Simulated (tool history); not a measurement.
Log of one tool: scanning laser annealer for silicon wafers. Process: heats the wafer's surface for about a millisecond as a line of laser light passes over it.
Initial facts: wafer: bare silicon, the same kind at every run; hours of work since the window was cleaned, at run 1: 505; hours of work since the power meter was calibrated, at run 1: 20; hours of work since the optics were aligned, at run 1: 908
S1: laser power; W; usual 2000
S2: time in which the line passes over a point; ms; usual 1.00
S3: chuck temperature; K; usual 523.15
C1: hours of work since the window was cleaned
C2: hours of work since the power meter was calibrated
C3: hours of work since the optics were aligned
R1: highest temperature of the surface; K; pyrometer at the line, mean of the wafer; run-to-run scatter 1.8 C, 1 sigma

run 1 hour=0.0 | S1=2000 S2=1.00 S3=523.15 | C1=505 C2=20 C3=908 | R1=1263.15
run 2 hour=8.2 | S1=2000 S2=0.85 S3=523.15 | C1=508 C2=24 C3=911 | R1=1198.15
run 3 hour=22.7 | S1=2000 S2=1.00 S3=523.15 | C1=514 C2=29 C3=917 | R1=1259.15
run 4 hour=37.7 | S1=2000 S2=1.00 S3=552.15 | C1=520 C2=35 C3=923 | R1=1286.15
run 5 hour=45.7 | S1=2000 S2=1.00 S3=523.15 | C1=523 C2=39 C3=926 | R1=1263.15
run 6 hour=60.9 | S1=2000 S2=1.00 S3=525.15 | C1=529 C2=45 C3=932 | R1=1261.15
run 7 hour=75.3 | S1=1765 S2=0.92 S3=557.15 | C1=535 C2=51 C3=938 | R1=1156.15
run 8 hour=85.3 | S1=1721 S2=0.82 S3=521.15 | C1=539 C2=55 C3=942 | R1=1067.15
run 9 hour=96.6 | S1=1881 S2=0.79 S3=523.15 | C1=544 C2=59 C3=946 | R1=1123.15
run 10 hour=105.5 | S1=2164 S2=1.00 S3=523.15 | C1=547 C2=63 C3=950 | R1=1337.15

Run 11 is up next; what results do you expect?
run 11 hour=118.7 | S1=2109 S2=0.82 S3=539.15 | C1=553 C2=68 C3=955 | R1=?

{"run 11": {"R1": 1244.15}}
If the tool had no hidden condition, the same run with the same run-to-run variation would have returned R1 1245.15 K.
